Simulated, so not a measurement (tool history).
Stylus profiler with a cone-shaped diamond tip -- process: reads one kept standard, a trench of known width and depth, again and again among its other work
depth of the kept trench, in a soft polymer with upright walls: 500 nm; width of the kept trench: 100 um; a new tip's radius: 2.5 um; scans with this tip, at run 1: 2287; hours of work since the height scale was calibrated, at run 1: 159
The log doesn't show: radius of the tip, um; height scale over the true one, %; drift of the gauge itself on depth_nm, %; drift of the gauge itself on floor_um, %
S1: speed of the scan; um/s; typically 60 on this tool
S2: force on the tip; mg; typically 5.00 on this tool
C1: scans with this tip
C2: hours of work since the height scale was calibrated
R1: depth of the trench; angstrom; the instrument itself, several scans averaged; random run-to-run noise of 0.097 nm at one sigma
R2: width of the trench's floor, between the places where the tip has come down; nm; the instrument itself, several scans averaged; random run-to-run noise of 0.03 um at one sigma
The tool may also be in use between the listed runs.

{"run": 1, "hour": 0.0, "S1": 60, "S2": 5.0, "C1": 2287, "C2": 159, "R1": 5112.0, "R2": 96030}
{"run": 2, "hour": 10.3, "S1": 60, "S2": 5.0, "C1": 2391, "C2": 167, "R1": 5114.3, "R2": 96010}
{"run": 3, "hour": 16.9, "S1": 60, "S2": 5.0, "C1": 2458, "C2": 171, "R1": 5112.0, "R2": 95980}
{"run": 4, "hour": 24.3, "S1": 60, "S2": 5.0, "C1": 2534, "C2": 177, "R1": 5112.9, "R2": 95910}
{"run": 5, "hour": 31.2, "S1": 60, "S2": 5.0, "C1": 2604, "C2": 182, "R1": 5112.2, "R2": 95920}
{"run": 6, "hour": 39.6, "S1": 110, "S2": 5.0, "C1": 2690, "C2": 188, "R1": 5111.5, "R2": 95690}
{"run": 7, "hour": 53.3, "S1": 110, "S2": 5.0, "C1": 2830, "C2": 197, "R1": 5109.4, "R2": 95670}
{"hour": 54.6, "done": "height scale calibrated on a step standard"}
{"run": 8, "hour": 65.2, "S1": 110, "S2": 5.0, "C1": 2946, "C2": 8, "R1": 5112.6, "R2": 95610}
{"run": 9, "hour": 78.6, "S1": 110, "S2": 5.0, "C1": 3083, "C2": 17, "R1": 5112.1, "R2": 95630}
{"run": 10, "hour": 86.9, "S1": 60, "S2": 2.05, "C1": 3167, "C2": 23, "R1": 5060.1, "R2": 95610}
{"run": 11, "hour": 101.3, "S1": 60, "S2": 2.05, "C1": 3314, "C2": 33, "R1": 5061.7, "R2": 95590}
{"run": 12, "hour": 113.0, "S1": 32, "S2": 4.77, "C1": 3433, "C2": 42, "R1": 5108.0, "R2": 95850}
{"hour": 116.5, "done": "height scale calibrated on a step standard, once more"}
{"run": 13, "hour": 121.6, "S1": 15, "S2": 4.77, "C1": 3516, "C2": 4, "R1": 5111.3, "R2": 95870}
{"run": 14, "hour": 130.7, "S1": 15, "S2": 6.58, "C1": 3608, "C2": 10, "R1": 5135.9, "R2": 95870}
{"run": 15, "hour": 145.3, "S1": 110, "S2": 10.8, "C1": 3757, "C2": 20, "R1": 5189.2, "R2": 95550}
{"run": 16, "hour": 152.5, "S1": 183, "S2": 2.49, "C1": 3830, "C2": 26, "R1": 5074.2, "R2": 94680}
{"run": 17, "hour": 166.5, "S1": 42, "S2": 2.49, "C1": 3973, "C2": 36, "R1": 5072.7, "R2": 95530}

Hidden state or all else? Some run-to-run changes of R1, split into what the settings, what came in and random variation would give without the hidden state, and what is left for the hidden state (with any gauge scatter that isn't in both results):
Run 12 -> 13: S1 32 -> 15, height scale calibrated on a step standard, once more. R1 +3.3 angstrom: hidden state +3.4, all else -0.1.
Run 15 -> 16: S1 110 -> 183, S2 10.80 -> 2.49. R1 -115.0 angstrom: hidden state -0.2, all else -114.8.
